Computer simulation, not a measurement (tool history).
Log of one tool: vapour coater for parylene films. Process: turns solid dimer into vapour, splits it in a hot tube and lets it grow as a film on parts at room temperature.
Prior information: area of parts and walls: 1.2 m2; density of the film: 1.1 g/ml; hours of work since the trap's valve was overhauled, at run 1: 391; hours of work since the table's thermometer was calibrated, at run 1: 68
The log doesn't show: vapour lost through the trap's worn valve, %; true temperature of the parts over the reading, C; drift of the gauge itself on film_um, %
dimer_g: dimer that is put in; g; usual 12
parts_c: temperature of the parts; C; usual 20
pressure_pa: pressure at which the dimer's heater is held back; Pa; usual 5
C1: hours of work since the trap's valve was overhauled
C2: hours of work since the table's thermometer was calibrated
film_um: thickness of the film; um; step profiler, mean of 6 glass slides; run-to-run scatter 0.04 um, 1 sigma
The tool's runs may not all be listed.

{"run": 1, "day": 0.0, "dimer_g": 12, "parts_c": 20, "pressure_pa": 5, "C1": 391, "C2": 68, "film_um": 6.16}
{"run": 2, "day": 0.829, "dimer_g": 12, "parts_c": 20, "pressure_pa": 3.36, "C1": 404, "C2": 81, "film_um": 6.26}
{"run": 3, "day": 1.788, "dimer_g": 6, "parts_c": 20, "pressure_pa": 5, "C1": 419, "C2": 96, "film_um": 3.05}
{"run": 4, "day": 2.425, "dimer_g": 18, "parts_c": 20, "pressure_pa": 5, "C1": 429, "C2": 106, "film_um": 9.13}
{"run": 5, "day": 3.35, "dimer_g": 12, "parts_c": 20, "pressure_pa": 5, "C1": 443, "C2": 120, "film_um": 6.06}
{"day": 3.667, "done": "trap's valve overhauled"}
{"run": 6, "day": 3.975, "dimer_g": 12, "parts_c": 20, "pressure_pa": 5, "C1": 5, "C2": 127, "film_um": 6.7}
{"run": 7, "day": 4.979, "dimer_g": 12, "parts_c": 20, "pressure_pa": 5, "C1": 20, "C2": 143, "film_um": 6.65}
{"run": 8, "day": 5.7, "dimer_g": 12, "parts_c": 20, "pressure_pa": 5, "C1": 31, "C2": 154, "film_um": 6.69}
{"run": 9, "day": 6.396, "dimer_g": 12, "parts_c": 20, "pressure_pa": 5, "C1": 42, "C2": 165, "film_um": 6.63}
{"run": 10, "day": 7.404, "dimer_g": 12, "parts_c": 20, "pressure_pa": 5, "C1": 58, "C2": 180, "film_um": 6.59}
{"run": 11, "day": 8.358, "dimer_g": 12, "parts_c": 20, "pressure_pa": 5, "C1": 73, "C2": 195, "film_um": 6.57}
{"run": 12, "day": 9.25, "dimer_g": 12, "parts_c": 20, "pressure_pa": 5, "C1": 86, "C2": 209, "film_um": 6.53}
{"run": 13, "day": 10.017, "dimer_g": 12, "parts_c": 20, "pressure_pa": 5, "C1": 98, "C2": 221, "film_um": 6.55}
{"run": 14, "day": 10.662, "dimer_g": 12, "parts_c": 20, "pressure_pa": 5, "C1": 108, "C2": 231, "film_um": 6.52}
{"run": 15, "day": 11.15, "dimer_g": 12, "parts_c": 20, "pressure_pa": 5, "C1": 116, "C2": 238, "film_um": 6.5}
{"run": 16, "day": 12.004, "dimer_g": 11, "parts_c": 20, "pressure_pa": 5, "C1": 129, "C2": 251, "film_um": 5.99}
{"run": 17, "day": 12.479, "dimer_g": 8, "parts_c": 20, "pressure_pa": 5, "C1": 136, "C2": 259, "film_um": 4.29}
{"run": 18, "day": 13.258, "dimer_g": 12, "parts_c": 20, "pressure_pa": 5, "C1": 148, "C2": 271, "film_um": 6.49}
{"run": 19, "day": 14.054, "dimer_g": 12, "parts_c": 20, "pressure_pa": 5, "C1": 161, "C2": 283, "film_um": 6.43}
{"run": 20, "day": 14.642, "dimer_g": 12, "parts_c": 20, "pressure_pa": 5, "C1": 170, "C2": 292, "film_um": 6.41}
{"run": 21, "day": 15.638, "dimer_g": 16, "parts_c": 19, "pressure_pa": 5.81, "C1": 185, "C2": 308, "film_um": 8.85}
{"run": 22, "day": 16.292, "dimer_g": 16, "parts_c": 19, "pressure_pa": 7.33, "C1": 195, "C2": 318, "film_um": 8.58}
{"run": 23, "day": 17.254, "dimer_g": 16, "parts_c": 19, "pressure_pa": 7.33, "C1": 210, "C2": 333, "film_um": 8.6}
{"run": 24, "day": 17.838, "dimer_g": 12, "parts_c": 20, "pressure_pa": 5.72, "C1": 219, "C2": 342, "film_um": 6.39}
{"run": 25, "day": 18.704, "dimer_g": 12, "parts_c": 20, "pressure_pa": 5.72, "C1": 233, "C2": 355, "film_um": 6.4}
{"run": 26, "day": 19.654, "dimer_g": 13, "parts_c": 16, "pressure_pa": 9.09, "C1": 247, "C2": 370, "film_um": 7.58}
{"run": 27, "day": 20.138, "dimer_g": 12, "parts_c": 20, "pressure_pa": 2.52, "C1": 255, "C2": 377, "film_um": 6.71}
{"run": 28, "day": 21.054, "dimer_g": 12, "parts_c": 22, "pressure_pa": 5, "C1": 269, "C2": 391, "film_um": 5.88}
{"run": 29, "day": 21.783, "dimer_g": 12, "parts_c": 28, "pressure_pa": 5, "C1": 280, "C2": 403, "film_um": 4.81}
{"run": 30, "day": 22.517, "dimer_g": 18, "parts_c": 20, "pressure_pa": 10.07, "C1": 292, "C2": 414, "film_um": 8.97}
{"run": 31, "day": 23.442, "dimer_g": 10, "parts_c": 27, "pressure_pa": 5.37, "C1": 306, "C2": 428, "film_um": 4.13}
{"run": 32, "day": 23.879, "dimer_g": 7, "parts_c": 22, "pressure_pa": 5.37, "C1": 313, "C2": 435, "film_um": 3.41}
{"run": 33, "day": 24.45, "dimer_g": 11, "parts_c": 22, "pressure_pa": 5.37, "C1": 321, "C2": 444, "film_um": 5.38}
{"run": 34, "day": 24.929, "dimer_g": 6, "parts_c": 31, "pressure_pa": 11.11, "C1": 329, "C2": 451, "film_um": 2.04}
{"run": 35, "day": 25.654, "dimer_g": 7, "parts_c": 20, "pressure_pa": 3.51, "C1": 340, "C2": 463, "film_um": 3.79}
{"run": 36, "day": 26.304, "dimer_g": 19, "parts_c": 31, "pressure_pa": 4.56, "C1": 350, "C2": 473, "film_um": 6.88}
{"run": 37, "day": 26.929, "dimer_g": 18, "parts_c": 20, "pressure_pa": 5, "C1": 360, "C2": 482, "film_um": 9.43}
{"run": 38, "day": 27.958, "dimer_g": 6, "parts_c": 15, "pressure_pa": 5.07, "C1": 376, "C2": 498, "film_um": 3.69}
{"run": 39, "day": 28.962, "dimer_g": 6, "parts_c": 20, "pressure_pa": 7.69, "C1": 391, "C2": 514, "film_um": 3.03}

What if the next run were any one of these 5? Each begins from the tool's condition after run 39:
{"run": "A", "day": 29.45, "dimer_g": 6, "parts_c": 12, "pressure_pa": 7.69, "C1": 399, "C2": 521, "film_um": "?"}
{"run": "B", "day": 29.45, "dimer_g": 18, "parts_c": 20, "pressure_pa": 5, "C1": 399, "C2": 521, "film_um": "?"}
{"run": "C", "day": 29.45, "dimer_g": 20, "parts_c": 17, "pressure_pa": 7.69, "C1": 399, "C2": 521, "film_um": "?"}
{"run": "D", "day": 29.45, "dimer_g": 11, "parts_c": 28, "pressure_pa": 7.69, "C1": 399, "C2": 521, "film_um": "?"}
{"run": "E", "day": 29.45, "dimer_g": 5, "parts_c": 20, "pressure_pa": 2.72, "C1": 399, "C2": 521, "film_um": "?"}

run=A film_um=3.95
run=B film_um=9.25
run=C film_um=11.03
run=D film_um=4.21
run=E film_um=2.7
With no hidden state in the tool, these same runs would have given:
run=A film_um=4.24
run=B film_um=9.92
run=C film_um=11.83
run=D film_um=4.52
run=E film_um=2.9

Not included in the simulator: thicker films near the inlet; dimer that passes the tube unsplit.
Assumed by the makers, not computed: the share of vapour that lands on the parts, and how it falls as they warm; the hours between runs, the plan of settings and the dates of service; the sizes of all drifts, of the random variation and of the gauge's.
